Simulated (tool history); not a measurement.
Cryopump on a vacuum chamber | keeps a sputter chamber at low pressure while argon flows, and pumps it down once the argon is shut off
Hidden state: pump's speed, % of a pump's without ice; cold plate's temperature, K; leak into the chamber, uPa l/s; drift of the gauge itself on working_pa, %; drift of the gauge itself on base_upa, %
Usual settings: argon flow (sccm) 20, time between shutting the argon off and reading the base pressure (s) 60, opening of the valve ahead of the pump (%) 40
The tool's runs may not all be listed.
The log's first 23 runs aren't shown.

run	hour	argon flow (sccm)	time between shutting the argon off and reading the base pressure (s)	opening of the valve ahead of the pump (%)	hours of work since the pump was warmed up and emptied	hours of work since the cold head was overhauled	hours of work since the chamber's fittings were tightened	pressure while argon flows (Pa)	pressure after the wait (uPa)
24	1632.1	37	60	43	387	1798	1224	0.1135	2.4
25	1724.1	20	148	41	425	1836	1262	0.0638	1.99
# hour 1748.3: pump warmed up, emptied and cooled again
26	1769.3	20	148	41	9	1853	1279	0.0614	1.81
27	1852.1	20	148	41	43	1887	1313	0.0616	1.82
28	1932.6	20	148	41	76	1920	1346	0.0607	1.88
29	2011.5	20	257	55	109	1953	1379	0.0461	1.79
30	2077.7	10	257	46	136	1980	1406	0.0283	1.81
31	2136.6	10	169	22	160	2005	1431	0.056	1.92
32	2174.9	20	64	18	176	2020	1446	0.1381	2.38
33	2238.3	31	58	17	202	2047	1473	0.228	2.65

Forecast each of these 3 alternatives for the next run:
A	2324.5	31	58	18	238	2082	1508	?	?
B	2324.5	34	58	17	238	2082	1508	?	?
C	2324.5	25	60	40	238	2082	1508	?	?

run	pressure while argon flows (Pa)	pressure after the wait (uPa)
A	0.2159	2.58
B	0.251	2.64
C	0.0803	2.66
Without the tool's hidden state the same runs would have given:
run	pressure while argon flows (Pa)	pressure after the wait (uPa)
A	0.2117	1.09
B	0.2464	1.1
C	0.0769	1.11
